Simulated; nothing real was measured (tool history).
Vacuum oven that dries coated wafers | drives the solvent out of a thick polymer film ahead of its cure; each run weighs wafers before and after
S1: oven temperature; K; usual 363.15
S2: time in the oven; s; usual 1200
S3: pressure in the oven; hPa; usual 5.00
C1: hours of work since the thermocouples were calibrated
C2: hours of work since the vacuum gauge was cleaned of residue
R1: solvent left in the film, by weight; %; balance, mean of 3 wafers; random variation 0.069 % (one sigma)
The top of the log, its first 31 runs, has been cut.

run 32 hour=331.8 | S1=377.15 S2=1560 S3=5.01 | C1=680 C2=294 | R1=0.98
run 33 hour=346.7 | S1=377.15 S2=1560 S3=5.01 | C1=692 C2=306 | R1=0.90
run 34 hour=356.2 | S1=377.15 S2=1560 S3=5.01 | C1=699 C2=313 | R1=0.95
run 35 hour=367.8 | S1=377.15 S2=1560 S3=5.01 | C1=708 C2=322 | R1=0.97
run 36 hour=379.7 | S1=359.15 S2=1560 S3=16.10 | C1=717 C2=331 | R1=5.99
run 37 hour=386.5 | S1=358.15 S2=1380 S3=5.92 | C1=722 C2=336 | R1=5.93
run 38 hour=397.5 | S1=360.15 S2=1020 S3=10.63 | C1=730 C2=344 | R1=7.47
run 39 hour=408.6 | S1=375.15 S2=1140 S3=10.97 | C1=739 C2=353 | R1=2.70
run 40 hour=416.4 | S1=363.15 S2=900 S3=16.49 | C1=745 C2=359 | R1=7.70
run 41 hour=423.4 | S1=351.15 S2=1080 S3=18.56 | C1=750 C2=364 | R1=10.96
run 42 hour=438.3 | S1=353.15 S2=900 S3=5.00 | C1=761 C2=376 | R1=9.83
run 43 hour=450.1 | S1=357.15 S2=660 S3=14.05 | C1=770 C2=385 | R1=10.95
run 44 hour=462.3 | S1=367.15 S2=660 S3=3.14 | C1=780 C2=394 | R1=7.35
run 45 hour=474.3 | S1=363.15 S2=1200 S3=5.79 | C1=789 C2=403 | R1=5.03
run 46 hour=483.1 | S1=364.15 S2=1200 S3=13.13 | C1=795 C2=410 | R1=5.60
run 47 hour=498.5 | S1=377.15 S2=1200 S3=15.39 | C1=807 C2=421 | R1=2.34

Predict each of these 3 candidate next runs independently; none follows another, all start after run 47:
run A hour=507.4 | S1=365.15 S2=900 S3=6.93 | C1=814 C2=428 | R1=?
run B hour=507.4 | S1=372.15 S2=1200 S3=15.39 | C1=814 C2=428 | R1=?
run C hour=507.4 | S1=363.15 S2=1200 S3=7.23 | C1=814 C2=428 | R1=?

run=A R1=6.30
run=B R1=3.56
run=C R1=5.31
Without the tool's unlogged condition, the same runs would have read:
run=A R1=5.90
run=B R1=3.24
run=C R1=4.90

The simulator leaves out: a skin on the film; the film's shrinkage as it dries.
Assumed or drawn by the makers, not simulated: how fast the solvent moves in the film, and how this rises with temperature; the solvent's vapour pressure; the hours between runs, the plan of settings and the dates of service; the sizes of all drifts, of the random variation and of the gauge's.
